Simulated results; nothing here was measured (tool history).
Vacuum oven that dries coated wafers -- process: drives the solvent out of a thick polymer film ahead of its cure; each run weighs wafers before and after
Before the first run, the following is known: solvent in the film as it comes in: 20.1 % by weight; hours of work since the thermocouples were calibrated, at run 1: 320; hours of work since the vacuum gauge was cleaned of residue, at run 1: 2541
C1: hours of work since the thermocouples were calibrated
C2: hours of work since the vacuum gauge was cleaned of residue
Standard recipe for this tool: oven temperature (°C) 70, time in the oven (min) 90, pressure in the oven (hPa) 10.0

run 1 hour=0.0 | oven_temperature_(°C)=70 time_in_the_oven_(min)=90 pressure_in_the_oven_(hPa)=10.0 | C1=320 C2=2541 | solvent_left_in_the_film_(%)=2.02
run 2 hour=59.1 | oven_temperature_(°C)=70 time_in_the_oven_(min)=90 pressure_in_the_oven_(hPa)=10.0 | C1=358 C2=2578 | solvent_left_in_the_film_(%)=1.95
run 3 hour=151.9 | oven_temperature_(°C)=70 time_in_the_oven_(min)=90 pressure_in_the_oven_(hPa)=10.0 | C1=416 C2=2637 | solvent_left_in_the_film_(%)=2.01
run 4 hour=201.0 | oven_temperature_(°C)=70 time_in_the_oven_(min)=90 pressure_in_the_oven_(hPa)=10.0 | C1=447 C2=2668 | solvent_left_in_the_film_(%)=1.92
run 5 hour=257.6 | oven_temperature_(°C)=70 time_in_the_oven_(min)=90 pressure_in_the_oven_(hPa)=10.0 | C1=483 C2=2704 | solvent_left_in_the_film_(%)=2.08
run 6 hour=326.8 | oven_temperature_(°C)=70 time_in_the_oven_(min)=90 pressure_in_the_oven_(hPa)=10.0 | C1=527 C2=2748 | solvent_left_in_the_film_(%)=2.14
run 7 hour=420.6 | oven_temperature_(°C)=70 time_in_the_oven_(min)=90 pressure_in_the_oven_(hPa)=10.0 | C1=587 C2=2807 | solvent_left_in_the_film_(%)=2.12
run 8 hour=517.3 | oven_temperature_(°C)=70 time_in_the_oven_(min)=90 pressure_in_the_oven_(hPa)=10.0 | C1=648 C2=2869 | solvent_left_in_the_film_(%)=2.17
run 9 hour=585.0 | oven_temperature_(°C)=70 time_in_the_oven_(min)=90 pressure_in_the_oven_(hPa)=10.0 | C1=691 C2=2911 | solvent_left_in_the_film_(%)=2.09
run 10 hour=675.5 | oven_temperature_(°C)=62 time_in_the_oven_(min)=90 pressure_in_the_oven_(hPa)=21.2 | C1=748 C2=2969 | solvent_left_in_the_film_(%)=5.08
run 11 hour=727.1 | oven_temperature_(°C)=82 time_in_the_oven_(min)=55 pressure_in_the_oven_(hPa)=7.6 | C1=781 C2=3001 | solvent_left_in_the_film_(%)=1.31
-- hour=838.4 vacuum gauge cleaned of residue and calibrated
run 12 hour=842.8 | oven_temperature_(°C)=73 time_in_the_oven_(min)=89 pressure_in_the_oven_(hPa)=21.1 | C1=853 C2=3 | solvent_left_in_the_film_(%)=1.85
-- hour=866.1 oven's thermocouples calibrated
run 13 hour=902.5 | oven_temperature_(°C)=82 time_in_the_oven_(min)=121 pressure_in_the_oven_(hPa)=10.0 | C1=23 C2=39 | solvent_left_in_the_film_(%)=0.38
run 14 hour=1004.8 | oven_temperature_(°C)=77 time_in_the_oven_(min)=55 pressure_in_the_oven_(hPa)=10.0 | C1=88 C2=104 | solvent_left_in_the_film_(%)=1.65
run 15 hour=1061.3 | oven_temperature_(°C)=77 time_in_the_oven_(min)=55 pressure_in_the_oven_(hPa)=10.0 | C1=124 C2=140 | solvent_left_in_the_film_(%)=1.62
run 16 hour=1176.6 | oven_temperature_(°C)=77 time_in_the_oven_(min)=55 pressure_in_the_oven_(hPa)=10.0 | C1=197 C2=213 | solvent_left_in_the_film_(%)=1.61

Estimate the outcome of run 17 from the log above:
run 17 hour=1278.5 | oven_temperature_(°C)=83 time_in_the_oven_(min)=55 pressure_in_the_oven_(hPa)=10.0 | C1=261 C2=278 | solvent_left_in_the_film_(%)=?

solvent left in the film (%): 0.92
Had the tool carried no hidden state, the very same run would have given solvent left in the film (%) 0.85.

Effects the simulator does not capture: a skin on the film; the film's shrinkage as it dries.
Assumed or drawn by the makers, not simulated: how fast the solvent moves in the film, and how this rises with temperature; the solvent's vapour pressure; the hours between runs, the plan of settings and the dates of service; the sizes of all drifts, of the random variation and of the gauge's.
